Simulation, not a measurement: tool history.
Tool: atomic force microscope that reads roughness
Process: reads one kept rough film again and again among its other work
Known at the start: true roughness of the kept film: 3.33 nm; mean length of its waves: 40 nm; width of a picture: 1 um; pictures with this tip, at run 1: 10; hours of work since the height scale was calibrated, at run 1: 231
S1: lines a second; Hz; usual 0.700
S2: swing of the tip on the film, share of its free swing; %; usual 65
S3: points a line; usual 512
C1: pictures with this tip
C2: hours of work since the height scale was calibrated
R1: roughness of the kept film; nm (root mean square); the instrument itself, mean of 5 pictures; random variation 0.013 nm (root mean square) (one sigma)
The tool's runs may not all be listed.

{"run": 1, "day": 0.0, "S1": 0.7, "S2": 65, "S3": 512, "C1": 10, "C2": 231, "R1": 2.998}
{"run": 2, "day": 0.292, "S1": 0.7, "S2": 65, "S3": 512, "C1": 20, "C2": 236, "R1": 2.958}
{"run": 3, "day": 0.538, "S1": 0.7, "S2": 65, "S3": 512, "C1": 28, "C2": 240, "R1": 2.961}
{"run": 4, "day": 0.762, "S1": 0.7, "S2": 65, "S3": 512, "C1": 35, "C2": 244, "R1": 2.919}
{"run": 5, "day": 1.225, "S1": 0.7, "S2": 65, "S3": 512, "C1": 51, "C2": 252, "R1": 2.871}
{"run": 6, "day": 1.604, "S1": 0.7, "S2": 65, "S3": 512, "C1": 63, "C2": 258, "R1": 2.834}
{"run": 7, "day": 2.025, "S1": 0.7, "S2": 65, "S3": 512, "C1": 77, "C2": 265, "R1": 2.821}
{"run": 8, "day": 2.538, "S1": 0.7, "S2": 65, "S3": 512, "C1": 94, "C2": 274, "R1": 2.773}
{"run": 9, "day": 3.038, "S1": 0.7, "S2": 65, "S3": 512, "C1": 111, "C2": 282, "R1": 2.716}
{"run": 10, "day": 3.4, "S1": 0.7, "S2": 65, "S3": 512, "C1": 123, "C2": 289, "R1": 2.698}
{"run": 11, "day": 3.783, "S1": 0.7, "S2": 61, "S3": 512, "C1": 136, "C2": 295, "R1": 2.675}
{"run": 12, "day": 4.146, "S1": 0.7, "S2": 65, "S3": 744, "C1": 148, "C2": 301, "R1": 2.637}
{"run": 13, "day": 4.571, "S1": 0.7, "S2": 65, "S3": 380, "C1": 162, "C2": 308, "R1": 2.597}
{"run": 14, "day": 4.875, "S1": 0.7, "S2": 85, "S3": 512, "C1": 172, "C2": 313, "R1": 2.531}
{"run": 15, "day": 5.367, "S1": 0.7, "S2": 65, "S3": 512, "C1": 189, "C2": 322, "R1": 2.562}
{"run": 16, "day": 5.683, "S1": 0.621, "S2": 74, "S3": 1020, "C1": 199, "C2": 327, "R1": 2.54}
{"run": 17, "day": 5.996, "S1": 0.621, "S2": 74, "S3": 1020, "C1": 210, "C2": 333, "R1": 2.493}
{"run": 18, "day": 6.496, "S1": 0.7, "S2": 79, "S3": 288, "C1": 226, "C2": 341, "R1": 2.437}
{"run": 19, "day": 6.862, "S1": 0.7, "S2": 79, "S3": 288, "C1": 239, "C2": 347, "R1": 2.404}
{"day": 7.3, "done": "new tip fitted"}
{"run": 20, "day": 7.383, "S1": 1.799, "S2": 55, "S3": 471, "C1": 3, "C2": 356, "R1": 2.99}
{"run": 21, "day": 7.854, "S1": 0.56, "S2": 87, "S3": 997, "C1": 19, "C2": 364, "R1": 2.885}
{"run": 22, "day": 8.275, "S1": 0.56, "S2": 87, "S3": 997, "C1": 33, "C2": 371, "R1": 2.875}
{"run": 23, "day": 8.704, "S1": 0.56, "S2": 87, "S3": 997, "C1": 47, "C2": 378, "R1": 2.832}
{"run": 24, "day": 8.979, "S1": 1.679, "S2": 67, "S3": 785, "C1": 56, "C2": 383, "R1": 2.81}
{"run": 25, "day": 9.429, "S1": 1.679, "S2": 67, "S3": 785, "C1": 71, "C2": 390, "R1": 2.767}
{"run": 26, "day": 9.812, "S1": 1.239, "S2": 78, "S3": 855, "C1": 84, "C2": 397, "R1": 2.692}
{"run": 27, "day": 10.271, "S1": 0.675, "S2": 63, "S3": 698, "C1": 99, "C2": 405, "R1": 2.745}
{"run": 28, "day": 10.542, "S1": 0.675, "S2": 63, "S3": 698, "C1": 108, "C2": 409, "R1": 2.719}
{"run": 29, "day": 10.775, "S1": 0.675, "S2": 63, "S3": 698, "C1": 116, "C2": 413, "R1": 2.702}

5 ways to go on from here, each from the tool as it stands after run 29. What would each give?
{"run": "A", "day": 11.112, "S1": 2.756, "S2": 55, "S3": 1023, "C1": 127, "C2": 419, "R1": "?"}
{"run": "B", "day": 11.112, "S1": 0.711, "S2": 89, "S3": 745, "C1": 127, "C2": 419, "R1": "?"}
{"run": "C", "day": 11.112, "S1": 2.397, "S2": 63, "S3": 698, "C1": 127, "C2": 419, "R1": "?"}
{"run": "D", "day": 11.112, "S1": 0.508, "S2": 70, "S3": 366, "C1": 127, "C2": 419, "R1": "?"}
{"run": "E", "day": 11.112, "S1": 0.543, "S2": 72, "S3": 776, "C1": 127, "C2": 419, "R1": "?"}

run=A R1=2.660
run=B R1=2.596
run=C R1=2.616
run=D R1=2.686
run=E R1=2.682
Without the tool's hidden state the same runs would have given:
run=A R1=3.023
run=B R1=2.951
run=C R1=2.973
run=D R1=3.052
run=E R1=3.048
